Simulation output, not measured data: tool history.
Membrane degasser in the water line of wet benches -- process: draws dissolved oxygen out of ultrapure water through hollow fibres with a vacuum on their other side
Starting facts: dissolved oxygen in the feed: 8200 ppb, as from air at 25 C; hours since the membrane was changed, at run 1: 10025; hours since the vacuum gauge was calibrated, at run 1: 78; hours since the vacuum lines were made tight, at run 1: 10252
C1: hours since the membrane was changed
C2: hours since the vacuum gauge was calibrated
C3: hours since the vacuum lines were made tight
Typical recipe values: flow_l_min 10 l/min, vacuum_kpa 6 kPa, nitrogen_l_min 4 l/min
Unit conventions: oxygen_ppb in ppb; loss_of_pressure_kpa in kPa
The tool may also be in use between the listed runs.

run 1 hour=0 | flow_l_min=10 vacuum_kpa=6 nitrogen_l_min=4 | C1=10025 C2=78 C3=10252 | oxygen_ppb=306.8 loss_of_pressure_kpa=49.81
run 2 hour=140.4 | flow_l_min=10 vacuum_kpa=6 nitrogen_l_min=10.8 | C1=10166 C2=219 C3=10393 | oxygen_ppb=305.4 loss_of_pressure_kpa=49.87
run 3 hour=360.8 | flow_l_min=10 vacuum_kpa=6 nitrogen_l_min=4 | C1=10386 C2=439 C3=10613 | oxygen_ppb=313.7 loss_of_pressure_kpa=49.64
run 4 hour=561.5 | flow_l_min=10 vacuum_kpa=6 nitrogen_l_min=4 | C1=10587 C2=640 C3=10814 | oxygen_ppb=311.5 loss_of_pressure_kpa=49.78
run 5 hour=726.6 | flow_l_min=10 vacuum_kpa=6 nitrogen_l_min=4 | C1=10752 C2=805 C3=10979 | oxygen_ppb=311.3 loss_of_pressure_kpa=49.85
run 6 hour=936 | flow_l_min=10 vacuum_kpa=6 nitrogen_l_min=4 | C1=10961 C2=1014 C3=11188 | oxygen_ppb=315.3 loss_of_pressure_kpa=49.77
run 7 hour=1058.1 | flow_l_min=10 vacuum_kpa=6 nitrogen_l_min=4 | C1=11083 C2=1137 C3=11311 | oxygen_ppb=310.5 loss_of_pressure_kpa=49.72
-- hour=1273.4 seals of the vacuum lines changed
run 8 hour=1292.6 | flow_l_min=10 vacuum_kpa=6 nitrogen_l_min=4 | C1=11316 C2=1369 C3=19 | oxygen_ppb=311.4 loss_of_pressure_kpa=49.73
run 9 hour=1532.3 | flow_l_min=10 vacuum_kpa=6 nitrogen_l_min=4 | C1=11555 C2=1609 C3=259 | oxygen_ppb=311.3 loss_of_pressure_kpa=49.59
run 10 hour=1766.5 | flow_l_min=10 vacuum_kpa=6 nitrogen_l_min=4 | C1=11790 C2=1843 C3=493 | oxygen_ppb=315.5 loss_of_pressure_kpa=49.66
run 11 hour=1990.3 | flow_l_min=10 vacuum_kpa=9.04 nitrogen_l_min=4 | C1=12013 C2=2067 C3=717 | oxygen_ppb=325.4 loss_of_pressure_kpa=49.73
run 12 hour=2170.9 | flow_l_min=10 vacuum_kpa=9.04 nitrogen_l_min=4 | C1=12194 C2=2247 C3=897 | oxygen_ppb=327.7 loss_of_pressure_kpa=49.75
run 13 hour=2421.7 | flow_l_min=10 vacuum_kpa=9.04 nitrogen_l_min=4 | C1=12445 C2=2498 C3=1148 | oxygen_ppb=333.6 loss_of_pressure_kpa=49.63
run 14 hour=2666.8 | flow_l_min=10 vacuum_kpa=9.04 nitrogen_l_min=4 | C1=12690 C2=2743 C3=1393 | oxygen_ppb=325.4 loss_of_pressure_kpa=49.84
run 15 hour=2897.4 | flow_l_min=10 vacuum_kpa=6 nitrogen_l_min=4 | C1=12921 C2=2974 C3=1624 | oxygen_ppb=312.1 loss_of_pressure_kpa=49.79
run 16 hour=3039.4 | flow_l_min=10 vacuum_kpa=6 nitrogen_l_min=4 | C1=13063 C2=3116 C3=1766 | oxygen_ppb=311.2 loss_of_pressure_kpa=50.02
run 17 hour=3254.4 | flow_l_min=8 vacuum_kpa=9.9 nitrogen_l_min=2.14 | C1=13278 C2=3331 C3=1981 | oxygen_ppb=265.1 loss_of_pressure_kpa=39.84
run 18 hour=3403 | flow_l_min=8 vacuum_kpa=9.9 nitrogen_l_min=2.14 | C1=13426 C2=3480 C3=2130 | oxygen_ppb=261 loss_of_pressure_kpa=39.79
run 19 hour=3616.9 | flow_l_min=7 vacuum_kpa=9.9 nitrogen_l_min=6.86 | C1=13640 C2=3693 C3=2343 | oxygen_ppb=175.3 loss_of_pressure_kpa=34.93
run 20 hour=3852.2 | flow_l_min=7 vacuum_kpa=9.9 nitrogen_l_min=6.86 | C1=13875 C2=3929 C3=2579 | oxygen_ppb=176.2 loss_of_pressure_kpa=34.88
run 21 hour=3972.5 | flow_l_min=9 vacuum_kpa=7.15 nitrogen_l_min=4.2 | C1=13996 C2=4049 C3=2699 | oxygen_ppb=269.9 loss_of_pressure_kpa=44.85
run 22 hour=4115.5 | flow_l_min=10 vacuum_kpa=4.43 nitrogen_l_min=7 | C1=14139 C2=4192 C3=2842 | oxygen_ppb=300.6 loss_of_pressure_kpa=49.84
run 23 hour=4289.5 | flow_l_min=10 vacuum_kpa=11.81 nitrogen_l_min=7 | C1=14313 C2=4366 C3=3016 | oxygen_ppb=320.5 loss_of_pressure_kpa=49.74
run 24 hour=4435.1 | flow_l_min=10 vacuum_kpa=11.81 nitrogen_l_min=7 | C1=14458 C2=4512 C3=3162 | oxygen_ppb=327.1 loss_of_pressure_kpa=49.46
-- hour=4630.8 vacuum gauge calibrated
run 25 hour=4630.8 | flow_l_min=10 vacuum_kpa=11.81 nitrogen_l_min=7 | C1=14653 C2=0 C3=3357 | oxygen_ppb=326.5 loss_of_pressure_kpa=49.8
run 26 hour=4765.1 | flow_l_min=8 vacuum_kpa=9.4 nitrogen_l_min=6.32 | C1=14788 C2=134 C3=3491 | oxygen_ppb=220.8 loss_of_pressure_kpa=39.82
run 27 hour=4882.7 | flow_l_min=15 vacuum_kpa=4.82 nitrogen_l_min=6.32 | C1=14905 C2=252 C3=3609 | oxygen_ppb=532.3 loss_of_pressure_kpa=74.78
run 28 hour=5045.3 | flow_l_min=10 vacuum_kpa=12.48 nitrogen_l_min=2.79 | C1=15068 C2=415 C3=3771 | oxygen_ppb=369 loss_of_pressure_kpa=49.9
run 29 hour=5260.9 | flow_l_min=10 vacuum_kpa=3.62 nitrogen_l_min=2.79 | C1=15284 C2=630 C3=3987 | oxygen_ppb=297.2 loss_of_pressure_kpa=49.57
run 30 hour=5423.9 | flow_l_min=8 vacuum_kpa=3.62 nitrogen_l_min=2.79 | C1=15446 C2=793 C3=4150 | oxygen_ppb=206.6 loss_of_pressure_kpa=39.95
run 31 hour=5623.9 | flow_l_min=8 vacuum_kpa=3.62 nitrogen_l_min=7.86 | C1=15647 C2=993 C3=4350 | oxygen_ppb=199.4 loss_of_pressure_kpa=39.55
run 32 hour=5784.1 | flow_l_min=8 vacuum_kpa=8.28 nitrogen_l_min=3.77 | C1=15807 C2=1153 C3=4510 | oxygen_ppb=228.6 loss_of_pressure_kpa=39.83

Alternative continuations, all from the tool just after run 32; predict every row:
run A hour=5984.2 | flow_l_min=10 vacuum_kpa=6 nitrogen_l_min=4 | C1=16007 C2=1353 C3=4710 | oxygen_ppb=? loss_of_pressure_kpa=?
run B hour=5984.2 | flow_l_min=10 vacuum_kpa=6 nitrogen_l_min=7.56 | C1=16007 C2=1353 C3=4710 | oxygen_ppb=? loss_of_pressure_kpa=?
run C hour=5984.2 | flow_l_min=8 vacuum_kpa=5.9 nitrogen_l_min=4.9 | C1=16007 C2=1353 C3=4710 | oxygen_ppb=? loss_of_pressure_kpa=?

run=A oxygen_ppb=315.7 loss_of_pressure_kpa=49.94
run=B oxygen_ppb=299.6 loss_of_pressure_kpa=49.83
run=C oxygen_ppb=213.7 loss_of_pressure_kpa=39.66
The same runs, with their run-to-run variation unchanged, on a tool lacking any hidden condition would have given:
run=A oxygen_ppb=314.8 loss_of_pressure_kpa=49.9
run=B oxygen_ppb=298.8 loss_of_pressure_kpa=49.78
run=C oxygen_ppb=213.1 loss_of_pressure_kpa=39.63

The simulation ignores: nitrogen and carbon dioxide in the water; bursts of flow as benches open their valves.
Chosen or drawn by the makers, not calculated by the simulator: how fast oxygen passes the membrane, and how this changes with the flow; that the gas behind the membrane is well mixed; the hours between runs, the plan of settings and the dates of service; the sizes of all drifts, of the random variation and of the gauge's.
